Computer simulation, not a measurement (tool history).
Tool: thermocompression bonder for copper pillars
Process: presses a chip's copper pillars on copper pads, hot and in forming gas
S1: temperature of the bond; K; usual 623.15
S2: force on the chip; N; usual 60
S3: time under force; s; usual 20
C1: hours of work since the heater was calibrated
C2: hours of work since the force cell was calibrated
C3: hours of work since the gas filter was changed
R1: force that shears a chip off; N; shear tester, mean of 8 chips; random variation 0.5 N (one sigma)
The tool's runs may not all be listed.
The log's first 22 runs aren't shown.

-- day=35.483 forming gas filter changed
run 23 day=35.483 | S1=623.15 S2=79 S3=13 | C1=174 C2=1649 C3=0 | R1=56.2
run 24 day=36.525 | S1=599.15 S2=79 S3=13 | C1=191 C2=1666 C3=17 | R1=43.3
run 25 day=38.021 | S1=622.15 S2=40 S3=25 | C1=215 C2=1690 C3=41 | R1=46.6
run 26 day=39.767 | S1=623.15 S2=74 S3=16 | C1=244 C2=1718 C3=69 | R1=56.7
run 27 day=41.338 | S1=623.15 S2=74 S3=16 | C1=269 C2=1743 C3=94 | R1=55.1
-- day=41.858 forming gas filter changed
run 28 day=43.175 | S1=623.15 S2=74 S3=16 | C1=298 C2=1773 C3=21 | R1=59.1
run 29 day=45.125 | S1=623.15 S2=74 S3=16 | C1=330 C2=1804 C3=53 | R1=56.9
run 30 day=46.467 | S1=623.15 S2=74 S3=16 | C1=351 C2=1826 C3=74 | R1=57.9
run 31 day=47.625 | S1=636.15 S2=74 S3=50 | C1=370 C2=1844 C3=93 | R1=87.4
-- day=48.317 forming gas filter changed
-- day=48.692 force cell calibrated
run 32 day=49.100 | S1=623.15 S2=74 S3=31 | C1=392 C2=7 C3=12 | R1=71.5
run 33 day=51.192 | S1=623.15 S2=74 S3=31 | C1=426 C2=40 C3=45 | R1=70.4
run 34 day=52.342 | S1=630.15 S2=89 S3=31 | C1=445 C2=59 C3=64 | R1=78.7
run 35 day=54.000 | S1=623.15 S2=88 S3=35 | C1=471 C2=86 C3=91 | R1=77.2
-- day=54.792 forming gas filter changed
run 36 day=55.788 | S1=623.15 S2=88 S3=38 | C1=500 C2=114 C3=16 | R1=82.4
run 37 day=58.083 | S1=628.15 S2=76 S3=45 | C1=537 C2=151 C3=53 | R1=81.6
run 38 day=59.621 | S1=640.15 S2=85 S3=48 | C1=562 C2=176 C3=78 | R1=90.9

Forecast each of these 4 alternatives for the next run:
run A day=60.800 | S1=604.15 S2=52 S3=39 | C1=581 C2=195 C3=97 | R1=?
run B day=60.800 | S1=608.15 S2=60 S3=20 | C1=581 C2=195 C3=97 | R1=?
run C day=60.800 | S1=626.15 S2=85 S3=34 | C1=581 C2=195 C3=97 | R1=?
run D day=60.800 | S1=605.15 S2=84 S3=34 | C1=581 C2=195 C3=97 | R1=?

run=A R1=52.2
run=B R1=44.9
run=C R1=76.9
run=D R1=64.7
Without the tool's hidden state the same runs would have given:
run=A R1=53.3
run=B R1=45.8
run=C R1=79.4
run=D R1=66.4
